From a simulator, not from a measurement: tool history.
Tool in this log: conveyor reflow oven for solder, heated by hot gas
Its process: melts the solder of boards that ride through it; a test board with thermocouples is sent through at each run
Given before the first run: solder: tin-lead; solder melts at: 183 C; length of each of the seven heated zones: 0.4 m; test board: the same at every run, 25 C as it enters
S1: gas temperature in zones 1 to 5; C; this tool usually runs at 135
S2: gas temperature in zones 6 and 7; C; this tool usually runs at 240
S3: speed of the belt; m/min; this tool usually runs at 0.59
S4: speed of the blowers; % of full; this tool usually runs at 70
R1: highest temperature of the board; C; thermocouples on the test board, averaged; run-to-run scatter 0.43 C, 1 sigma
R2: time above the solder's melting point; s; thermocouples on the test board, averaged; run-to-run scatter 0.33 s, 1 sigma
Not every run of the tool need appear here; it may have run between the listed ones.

run   hour   S1   S2     S3  S4     R1    R2
  1      0  135  240   0.59  70  221.4  63.9
  2   26.8  135  237   0.59  70  218.1  61.5
  3   51.1  135  237   0.59  70  217.9  60.9
  4   83.7  135  240   0.59  61  217.8  60.1
  5  128.2  135  237   0.59  70  218.2  60.4
  6  165.7  135  237   0.59  70  216.6  60.5
  7  196.4  137  240   0.59  70  220.5  62.9
  8  234.1  137  240   0.59  70    220  62.8
  9  259.4  148  253    0.6  68  232.3  74.3
 10    298  135  240  0.536  56  218.1  66.8
     330.9  -- flux residue cleaned out of gas plates and filters
 11  347.8  139  240   0.59  70  221.8  65.4
 12  366.6  139  240   0.59  70  221.3  64.5
     392.5  -- thermocouples of zones 6 and 7 changed
 13    411  126  233  0.657  70  210.4  45.1

Branching from run 13: 3 alternative next runs. What would each branch give?
  A  441.8  139  240   0.59  70   ?   ?
  B  441.8  126  247  0.657  56   ?   ?
  C  441.8  148  235  0.481  70   ?   ?

run     R1    R2
  A  222.6  65.6
  B    216  48.6
  C  224.5  88.1
Had the tool no hidden state, the same runs would have come out as:
run     R1    R2
  A    223  65.3
  B  216.5  48.5
  C  224.8  87.4
